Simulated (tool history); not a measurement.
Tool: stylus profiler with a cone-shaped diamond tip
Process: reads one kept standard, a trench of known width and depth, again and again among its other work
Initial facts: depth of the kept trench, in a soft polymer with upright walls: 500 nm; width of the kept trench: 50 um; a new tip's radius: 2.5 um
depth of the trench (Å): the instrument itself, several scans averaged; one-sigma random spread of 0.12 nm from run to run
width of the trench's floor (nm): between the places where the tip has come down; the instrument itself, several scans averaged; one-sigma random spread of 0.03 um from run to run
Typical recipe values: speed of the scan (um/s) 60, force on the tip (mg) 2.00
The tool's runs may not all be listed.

| run | hour | speed of the scan (um/s) | force on the tip (mg) | depth of the trench (Å) | width of the trench's floor (nm) |
|---|---|---|---|---|---|
| 1 | 0.0 | 60 | 2.00 | 5076.6 | 46560 |
| 2 | 63.3 | 60 | 4.44 | 5128.3 | 46780 |
| 3 | 157.3 | 60 | 2.00 | 5076.0 | 46550 |
| 4 | 214.7 | 60 | 2.00 | 5075.2 | 46520 |
| 5 | 296.9 | 60 | 2.00 | 5076.3 | 46480 |
| 6 | 400.2 | 60 | 2.00 | 5076.4 | 46610 |
| 7 | 489.8 | 21 | 2.00 | 5074.5 | 46830 |
| 8 | 554.0 | 20 | 2.00 | 5077.5 | 46820 |
| 9 | 648.0 | 97 | 5.72 | 5154.4 | 46660 |
| 10 | 693.9 | 56 | 2.96 | 5099.7 | 46670 |

The next listed run, before its measurement:
| 11 | 785.8 | 209 | 3.31 | ? | ? |

Run 11 gave depth of the trench (Å) 5106.9, width of the trench's floor (nm) 45830.
Without the tool's hidden state the same run would have given depth of the trench (Å) 5107.1, width of the trench's floor (nm) 45840.
